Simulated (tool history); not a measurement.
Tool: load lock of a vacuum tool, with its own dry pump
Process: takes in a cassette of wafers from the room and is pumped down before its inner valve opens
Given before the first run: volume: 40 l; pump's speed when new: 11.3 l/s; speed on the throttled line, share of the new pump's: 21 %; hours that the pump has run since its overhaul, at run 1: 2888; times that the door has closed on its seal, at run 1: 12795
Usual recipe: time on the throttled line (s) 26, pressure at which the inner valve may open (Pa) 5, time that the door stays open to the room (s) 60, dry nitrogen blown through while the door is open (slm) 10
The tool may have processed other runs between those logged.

| run | hour | time on the throttled line (s) | pressure at which the inner valve may open (Pa) | time that the door stays open to the room (s) | dry nitrogen blown through while the door is open (slm) | hours that the pump has run since its overhaul | times that the door has closed on its seal | incoming humidity of the room's air, % | time from the closed door until the inner valve may open (s) | rise of the pressure with all valves shut (Pa/min) |
|---|---|---|---|---|---|---|---|---|---|---|
| 1 | 0.0 | 26 | 5 | 60 | 10 | 2888 | 12795 | 45.6 | 58.3 | 0.142 |
| 2 | 109.7 | 26 | 5 | 60 | 10 | 2998 | 13193 | 43.8 | 57.2 | 0.151 |
| 3 | 251.1 | 26 | 5 | 60 | 10 | 3139 | 13708 | 47.8 | 58.0 | 0.161 |
| 4 | 383.2 | 26 | 5 | 60 | 10 | 3271 | 14189 | 45.7 | 57.8 | 0.164 |
| 5 | 523.7 | 26 | 5 | 60 | 10 | 3412 | 14700 | 47.1 | 57.5 | 0.166 |
| 6 | 590.7 | 26 | 5 | 60 | 10 | 3479 | 14943 | 46.3 | 58.0 | 0.178 |
| 7 | 705.6 | 26 | 5 | 60 | 10 | 3594 | 15361 | 46.8 | 58.3 | 0.180 |
| 8 | 808.7 | 13 | 5 | 60 | 10 | 3697 | 15736 | 45.0 | 47.9 | 0.178 |
| 9 | 910.3 | 13 | 5 | 60 | 21 | 3798 | 16106 | 47.2 | 48.4 | 0.176 |
| 10 | 993.4 | 33 | 6 | 200 | 31 | 3881 | 16408 | 44.9 | 62.4 | 0.207 |
| 11 | 1122.7 | 19 | 5 | 60 | 36 | 4011 | 16878 | 47.1 | 52.9 | 0.171 |
| 12 | 1223.0 | 19 | 5 | 60 | 36 | 4111 | 17244 | 45.3 | 52.5 | 0.177 |
| 13 | 1326.9 | 19 | 5 | 60 | 36 | 4215 | 17621 | 43.5 | 52.8 | 0.181 |
| 14 | 1425.9 | 26 | 5 | 38 | 10 | 4314 | 17982 | 43.3 | 58.7 | 0.192 |

How would selected steps in time from the closed door until the inner valve may open (s) from run to run divide? Give the signed amount a tool lacking its hidden state would still show from settings, what came in and random variation, and the signed amount left for the hidden state, including any gauge scatter that is not in both of the compared results.
Hidden state at play: pump's speed, % of a new pump's; leak at the door's seal, Pa l/s; drift of the gauge itself on ready_s, %; drift of the gauge itself on rise_pa_min, %.
Run 7 -> 8: time on the throttled line (s) 26 -> 13. time from the closed door until the inner valve may open (s) -10.4: hidden state +0.3, all else -10.7.
Run 9 -> 10: time on the throttled line (s) 13 -> 33, pressure at which the inner valve may open (Pa) 5 -> 6, time that the door stays open to the room (s) 60 -> 200, dry nitrogen blown through while the door is open (slm) 21 -> 31. time from the closed door until the inner valve may open (s) +14.0: hidden state -0.3, all else +14.3.

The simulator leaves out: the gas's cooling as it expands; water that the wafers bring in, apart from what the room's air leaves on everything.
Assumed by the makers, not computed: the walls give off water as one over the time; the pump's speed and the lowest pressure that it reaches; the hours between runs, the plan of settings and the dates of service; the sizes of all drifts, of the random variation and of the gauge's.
